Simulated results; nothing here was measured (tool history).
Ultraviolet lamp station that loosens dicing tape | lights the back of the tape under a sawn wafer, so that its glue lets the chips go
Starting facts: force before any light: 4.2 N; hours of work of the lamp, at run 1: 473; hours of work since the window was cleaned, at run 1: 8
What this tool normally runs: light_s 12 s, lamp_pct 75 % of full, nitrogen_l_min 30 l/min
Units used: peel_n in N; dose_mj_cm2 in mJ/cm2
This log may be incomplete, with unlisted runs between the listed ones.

run	hour	light_s	lamp_pct	nitrogen_l_min	hours of work of the lamp	hours of work since the window was cleaned	peel_n	dose_mj_cm2
1	0	12	75	30	473	8	0.328	388
2	20.3	12	75	30	487	22	0.328	388
3	38.8	12	75	30	500	35	0.326	382
4	55.7	12	75	30	512	47	0.329	381
5	76.3	12	75	30	527	62	0.36	373
6	101.2	12	75	30	545	80	0.347	374
7	120.9	12	73	30	559	94	0.369	365
8	146.9	12	73	30	577	112	0.376	358
9	171.8	12	73	30	595	130	0.377	358
10	192.7	12	73	30	610	145	0.396	349
11	211.8	12	73	30	623	158	0.411	345
12	229.4	12	75	30	636	171	0.372	356
13	242.4	12	75	30	645	180	0.394	352
14	260.8	12	75	18	658	193	0.57	351
15	286.7	12	93	30	676	211	0.253	430
16	299.9	12	93	30	686	221	0.255	432
17	318.4	8	81	30	699	234	0.771	247
18	330.8	23	88	30	708	243	0.108	771
19	356.3	23	88	30	726	261	0.104	761
20	370.4	12	75	14	736	271	0.716	337
21	394.8	12	75	14	753	288	0.78	334
22	405.7	16	81	30	761	296	0.202	473
23	429.7	16	81	30	778	313	0.212	474
24	455.3	12	61	55	796	331	0.482	265
25	472	14	66	10	808	343	0.906	331
26	494.1	14	66	10	824	359	0.897	333
27	517.8	14	66	10	841	376	0.942	325
28	531	14	78	35	850	385	0.305	381
29	556.3	14	78	35	868	403	0.292	382

Below are 4 alternative next runs, each starting from the tool's condition after run 29. Predict each:
A	574.2	14	80	13	881	416	?	?
B	574.2	14	75	35	881	416	?	?
C	574.2	7	80	30	881	416	?	?
D	574.2	19	97	35	881	416	?	?

run	peel_n	dose_mj_cm2
A	0.615	381
B	0.335	366
C	1.076	193
D	0.119	645
Take away the tool's hidden state, keep each run's random variation, and the runs would have read:
run	peel_n	dose_mj_cm2
A	0.309	546
B	0.163	522
C	0.624	275
D	0.093	917

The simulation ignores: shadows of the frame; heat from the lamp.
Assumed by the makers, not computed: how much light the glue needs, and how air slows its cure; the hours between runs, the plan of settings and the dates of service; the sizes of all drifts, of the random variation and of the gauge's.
